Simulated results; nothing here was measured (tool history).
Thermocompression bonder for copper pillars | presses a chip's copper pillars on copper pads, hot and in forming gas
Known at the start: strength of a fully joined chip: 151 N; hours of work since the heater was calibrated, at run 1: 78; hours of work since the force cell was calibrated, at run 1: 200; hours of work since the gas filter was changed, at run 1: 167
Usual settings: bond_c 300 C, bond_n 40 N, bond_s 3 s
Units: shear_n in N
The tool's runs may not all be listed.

run    day  bond_c  bond_n  bond_s  hours of work since the heater was calibrated  hours of work since the force cell was calibrated  hours of work since the gas filter was changed  shear_n
  1  0.000     300      40       3                                             78                                                200                                             167     85.3
  2  0.250     300      40       3                                             82                                                204                                             171     85.4
  3  0.562     300      47       3                                             87                                                209                                             176     94.5
  4  0.888     300      40       3                                             92                                                214                                             182     85.2
  5  1.125     274      40       3                                             96                                                218                                             185     61.0
  6  1.292     274      40       3                                             98                                                221                                             188     61.2
  7  1.588     274      40       3                                            103                                                225                                             193     61.1
  8  1.879     274      40       3                                            108                                                230                                             197     61.4
  9  2.250     273      43       4                                            114                                                236                                             203     71.5
     2.300  -- forming gas filter changed
 10  2.554     300      40       2                                            118                                                241                                               4     74.1
 11  2.912     291      40       2                                            124                                                246                                              10     66.4
 12  3.200     291      40       2                                            128                                                251                                              14     66.5
 13  3.546     294      60       3                                            134                                                256                                              20    102.6
 14  3.917     297      54       4                                            140                                                262                                              26    107.5

5 ways to go on from here, each from the tool as it stands after run 14. What would each give?
  A  4.233     318      55       6                                            145                                                267                                              31        ?
  B  4.233     324      40       3                                            145                                                267                                              31        ?
  C  4.233     297      43       4                                            145                                                267                                              31        ?
  D  4.233     300      40       5                                            145                                                267                                              31        ?
  E  4.233     287      36       3                                            145                                                267                                              31        ?

run  shear_n
  A    134.2
  B    106.7
  C     94.3
  D     99.5
  E     67.6
Without the tool's hidden state the same runs would have given:
run  shear_n
  A    134.3
  B    106.8
  C     94.4
  D     99.6
  E     67.7

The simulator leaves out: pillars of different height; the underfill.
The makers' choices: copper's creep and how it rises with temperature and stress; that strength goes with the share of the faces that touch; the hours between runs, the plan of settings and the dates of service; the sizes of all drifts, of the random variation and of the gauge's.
